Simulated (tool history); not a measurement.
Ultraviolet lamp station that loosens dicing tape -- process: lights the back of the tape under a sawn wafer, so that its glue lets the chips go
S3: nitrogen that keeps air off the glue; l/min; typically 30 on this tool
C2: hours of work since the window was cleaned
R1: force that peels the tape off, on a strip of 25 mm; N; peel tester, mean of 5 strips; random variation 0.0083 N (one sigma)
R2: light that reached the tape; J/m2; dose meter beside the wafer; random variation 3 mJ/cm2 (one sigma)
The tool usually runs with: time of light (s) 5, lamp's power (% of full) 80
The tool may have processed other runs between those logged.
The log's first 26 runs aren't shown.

At day 33.738: lamp changed.
Run 27, day 34.433: usual settings but lamp's power (% of full) 94, S3 11 l/min; hours of work of the lamp 11; C2 282. Result: R1 0.521 N, R2 4990 J/m2.
Run 28, day 36.217: usual settings but time of light (s) 2, lamp's power (% of full) 64, S3 15 l/min; hours of work of the lamp 38; C2 309. Result: R1 3.588 N, R2 1340 J/m2.
Run 29, day 37.083: usual settings but time of light (s) 4, lamp's power (% of full) 93, S3 32 l/min; hours of work of the lamp 51; C2 322. Result: R1 0.452 N, R2 3830 J/m2.
Run 30, day 38.258: usual settings but time of light (s) 4, lamp's power (% of full) 93, S3 32 l/min; hours of work of the lamp 68; C2 340. Result: R1 0.472 N, R2 3800 J/m2.
Run 31, day 39.721: usual settings but time of light (s) 4, lamp's power (% of full) 93, S3 32 l/min; hours of work of the lamp 91; C2 362. Result: R1 0.475 N, R2 3780 J/m2.
Run 32, day 40.700: usual settings but S3 29 l/min; hours of work of the lamp 105; C2 377. Result: R1 0.446 N, R2 3950 J/m2.
Run 33, day 42.312: usual settings but time of light (s) 4; hours of work of the lamp 130; C2 401. Result: R1 0.759 N, R2 3090 J/m2.
Run 34, day 43.679: usual settings but time of light (s) 4; hours of work of the lamp 151; C2 422. Result: R1 0.782 N, R2 3040 J/m2.
Run 35, day 45.162: usual settings but time of light (s) 2, lamp's power (% of full) 97, S3 13 l/min; hours of work of the lamp 173; C2 445. Result: R1 2.781 N, R2 1820 J/m2.
Run 36, day 46.079: usual settings but time of light (s) 10, lamp's power (% of full) 100, S3 14 l/min; hours of work of the lamp 187; C2 458. Result: R1 0.166 N, R2 9330 J/m2.
Run 37, day 47.188: usual settings but lamp's power (% of full) 91, S3 17 l/min; hours of work of the lamp 204; C2 475. Result: R1 0.571 N, R2 4150 J/m2.
Run 38, day 48.346: usual settings but lamp's power (% of full) 91, S3 17 l/min; hours of work of the lamp 221; C2 493. Result: R1 0.592 N, R2 4090 J/m2.
Run 39, day 49.267: usual settings but time of light (s) 4, lamp's power (% of full) 83, S3 41 l/min; hours of work of the lamp 235; C2 507. Result: R1 0.698 N, R2 2950 J/m2.
Run 40, day 50.242: usual settings but time of light (s) 3, lamp's power (% of full) 85, S3 29 l/min; hours of work of the lamp 250; C2 521. Result: R1 1.445 N, R2 2230 J/m2.
Run 41, day 51.183: usual settings but time of light (s) 3, lamp's power (% of full) 96, S3 31 l/min; hours of work of the lamp 264; C2 536. Result: R1 1.199 N, R2 2520 J/m2.
At day 51.771: window cleaned of glue's vapour.
Run 42, day 52.900: usual settings but time of light (s) 3, lamp's power (% of full) 96, S3 31 l/min; hours of work of the lamp 290; C2 17. Result: R1 1.019 N, R2 2660 J/m2.
Run 43, day 54.700: usual settings but time of light (s) 3, lamp's power (% of full) 96, S3 31 l/min; hours of work of the lamp 317; C2 44. Result: R1 1.053 N, R2 2560 J/m2.
Run 44, day 56.158: usual settings but lamp's power (% of full) 61, S3 36 l/min; hours of work of the lamp 339; C2 66. Result: R1 0.898 N, R2 2710 J/m2.

Predict each of these 3 candidate next runs independently; none follows another, all start after run 44:
Run A, day 57.296: usual settings but lamp's power (% of full) 97, S3 59 l/min; hours of work of the lamp 357; C2 84. Result: R1 ?, R2 ?.
Run B, day 57.296: usual settings but time of light (s) 4, lamp's power (% of full) 63, S3 36 l/min; hours of work of the lamp 357; C2 84. Result: R1 ?, R2 ?.
Run C, day 57.296: usual settings but lamp's power (% of full) 72, S3 47 l/min; hours of work of the lamp 357; C2 84. Result: R1 ?, R2 ?.

run     R1    R2
  A  0.273  4270
  B  1.339  2160
  C  0.558  3120
What these runs would have given with no unlogged condition in the tool:
run     R1    R2
  A  0.187  5530
  B  0.813  2800
  C  0.314  4040

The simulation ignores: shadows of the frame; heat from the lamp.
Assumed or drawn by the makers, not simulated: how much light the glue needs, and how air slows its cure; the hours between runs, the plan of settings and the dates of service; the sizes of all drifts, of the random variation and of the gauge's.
